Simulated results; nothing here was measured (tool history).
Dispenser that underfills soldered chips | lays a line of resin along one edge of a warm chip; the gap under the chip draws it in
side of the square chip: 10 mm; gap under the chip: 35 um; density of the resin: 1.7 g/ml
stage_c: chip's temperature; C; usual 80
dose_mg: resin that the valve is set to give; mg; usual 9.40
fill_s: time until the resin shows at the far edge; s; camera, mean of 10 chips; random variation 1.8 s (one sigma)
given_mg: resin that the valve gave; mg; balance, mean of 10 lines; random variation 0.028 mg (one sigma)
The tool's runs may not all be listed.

{"run": 1, "day": 0.0, "stage_c": 80, "dose_mg": 9.4, "fill_s": 180.2, "given_mg": 9.08}
{"run": 2, "day": 0.15, "stage_c": 80, "dose_mg": 9.4, "fill_s": 215.9, "given_mg": 9.02}
{"run": 3, "day": 0.342, "stage_c": 80, "dose_mg": 9.4, "fill_s": 272.9, "given_mg": 8.95}
{"day": 0.429, "done": "new syringe of resin"}
{"run": 4, "day": 0.492, "stage_c": 80, "dose_mg": 9.4, "fill_s": 190.9, "given_mg": 9.0}
{"run": 5, "day": 0.6, "stage_c": 80, "dose_mg": 9.4, "fill_s": 224.6, "given_mg": 9.01}
{"run": 6, "day": 0.725, "stage_c": 80, "dose_mg": 9.4, "fill_s": 257.5, "given_mg": 9.0}
{"day": 0.862, "done": "new syringe of resin"}
{"run": 7, "day": 0.917, "stage_c": 80, "dose_mg": 9.4, "fill_s": 192.2, "given_mg": 8.95}
{"run": 8, "day": 1.008, "stage_c": 80, "dose_mg": 8.13, "fill_s": 222.2, "given_mg": 7.75}
{"run": 9, "day": 1.208, "stage_c": 80, "dose_mg": 8.13, "fill_s": 285.8, "given_mg": 7.73}
{"day": 1.3, "done": "new syringe of resin"}
{"run": 10, "day": 1.383, "stage_c": 80, "dose_mg": 8.13, "fill_s": 207.4, "given_mg": 7.69}
{"run": 11, "day": 1.533, "stage_c": 75, "dose_mg": 8.13, "fill_s": 308.3, "given_mg": 7.74}
{"run": 12, "day": 1.704, "stage_c": 74, "dose_mg": 11.78, "fill_s": 385.2, "given_mg": 11.17}
{"day": 1.729, "done": "new syringe of resin"}
{"run": 13, "day": 1.912, "stage_c": 87, "dose_mg": 11.69, "fill_s": 164.0, "given_mg": 11.08}
{"run": 14, "day": 2.012, "stage_c": 77, "dose_mg": 11.19, "fill_s": 288.0, "given_mg": 10.55}
{"run": 15, "day": 2.138, "stage_c": 77, "dose_mg": 11.19, "fill_s": 338.1, "given_mg": 10.53}
{"day": 2.158, "done": "new syringe of resin"}
{"run": 16, "day": 2.333, "stage_c": 77, "dose_mg": 9.4, "fill_s": 250.5, "given_mg": 8.89}
{"run": 17, "day": 2.533, "stage_c": 77, "dose_mg": 9.4, "fill_s": 318.6, "given_mg": 8.85}
{"day": 2.6, "done": "new syringe of resin"}
{"run": 18, "day": 2.667, "stage_c": 78, "dose_mg": 11.75, "fill_s": 202.9, "given_mg": 11.07}
{"run": 19, "day": 2.808, "stage_c": 78, "dose_mg": 11.75, "fill_s": 236.8, "given_mg": 11.05}
{"run": 20, "day": 2.979, "stage_c": 78, "dose_mg": 11.75, "fill_s": 300.1, "given_mg": 10.93}

Forecast each of these 3 alternatives for the next run:
{"day": 3.029, "done": "new syringe of resin"}
{"run": "A", "day": 3.188, "stage_c": 95, "dose_mg": 11.15, "fill_s": "?", "given_mg": "?"}
{"day": 3.029, "done": "new syringe of resin"}
{"run": "B", "day": 3.188, "stage_c": 78, "dose_mg": 9.62, "fill_s": "?", "given_mg": "?"}
{"day": 3.029, "done": "new syringe of resin"}
{"run": "C", "day": 3.188, "stage_c": 80, "dose_mg": 12.05, "fill_s": "?", "given_mg": "?"}

run=A fill_s=111.2 given_mg=10.44
run=B fill_s=235.8 given_mg=8.98
run=C fill_s=214.8 given_mg=11.30
Without the tool's hidden state the same runs would have given:
run=A fill_s=91.6 given_mg=11.13
run=B fill_s=193.7 given_mg=9.57
run=C fill_s=177.5 given_mg=12.05

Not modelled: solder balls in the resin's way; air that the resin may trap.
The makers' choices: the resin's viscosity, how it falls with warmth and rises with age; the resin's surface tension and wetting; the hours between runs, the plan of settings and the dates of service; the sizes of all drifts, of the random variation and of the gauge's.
